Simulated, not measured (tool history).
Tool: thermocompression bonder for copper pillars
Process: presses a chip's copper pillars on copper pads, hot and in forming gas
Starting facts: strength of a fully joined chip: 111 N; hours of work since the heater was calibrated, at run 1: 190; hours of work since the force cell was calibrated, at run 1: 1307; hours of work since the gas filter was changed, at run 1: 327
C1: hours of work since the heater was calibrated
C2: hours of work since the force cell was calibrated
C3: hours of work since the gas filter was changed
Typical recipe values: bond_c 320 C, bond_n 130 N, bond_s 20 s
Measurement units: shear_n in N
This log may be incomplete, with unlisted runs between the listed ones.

run 1 hour=0.0 | bond_c=320 bond_n=130 bond_s=20 | C1=190 C2=1307 C3=327 | shear_n=71.3
-- hour=10.2 force cell calibrated
run 2 hour=44.3 | bond_c=320 bond_n=130 bond_s=20 | C1=220 C2=24 C3=357 | shear_n=70.8
-- hour=54.4 forming gas filter changed
run 3 hour=83.2 | bond_c=320 bond_n=130 bond_s=20 | C1=247 C2=51 C3=20 | shear_n=71.6
run 4 hour=121.7 | bond_c=320 bond_n=130 bond_s=20 | C1=274 C2=79 C3=48 | shear_n=70.9
run 5 hour=158.8 | bond_c=320 bond_n=130 bond_s=20 | C1=301 C2=105 C3=74 | shear_n=71.4
run 6 hour=182.2 | bond_c=320 bond_n=130 bond_s=14 | C1=317 C2=122 C3=91 | shear_n=64.2
run 7 hour=227.0 | bond_c=304 bond_n=102 bond_s=11 | C1=349 C2=153 C3=122 | shear_n=40.8
run 8 hour=258.7 | bond_c=304 bond_n=102 bond_s=11 | C1=371 C2=176 C3=145 | shear_n=40.8
run 9 hour=289.0 | bond_c=304 bond_n=102 bond_s=11 | C1=393 C2=197 C3=166 | shear_n=41.6
run 10 hour=329.3 | bond_c=309 bond_n=99 bond_s=12 | C1=422 C2=226 C3=195 | shear_n=44.6

Predict each of these 5 candidate next runs independently; none follows another, all start after run 10:
run A hour=360.3 | bond_c=349 bond_n=85 bond_s=15 | C1=443 C2=248 C3=217 | shear_n=?
run B hour=360.3 | bond_c=346 bond_n=98 bond_s=13 | C1=443 C2=248 C3=217 | shear_n=?
run C hour=360.3 | bond_c=295 bond_n=147 bond_s=43 | C1=443 C2=248 C3=217 | shear_n=?
run D hour=360.3 | bond_c=309 bond_n=99 bond_s=33 | C1=443 C2=248 C3=217 | shear_n=?
run E hour=360.3 | bond_c=296 bond_n=115 bond_s=11 | C1=443 C2=248 C3=217 | shear_n=?

run=A shear_n=65.3
run=B shear_n=66.0
run=C shear_n=75.7
run=D shear_n=63.6
run=E shear_n=41.7
Had the tool no hidden state, the same runs would have come out as:
run=A shear_n=65.6
run=B shear_n=66.4
run=C shear_n=76.1
run=D shear_n=64.0
run=E shear_n=42.0
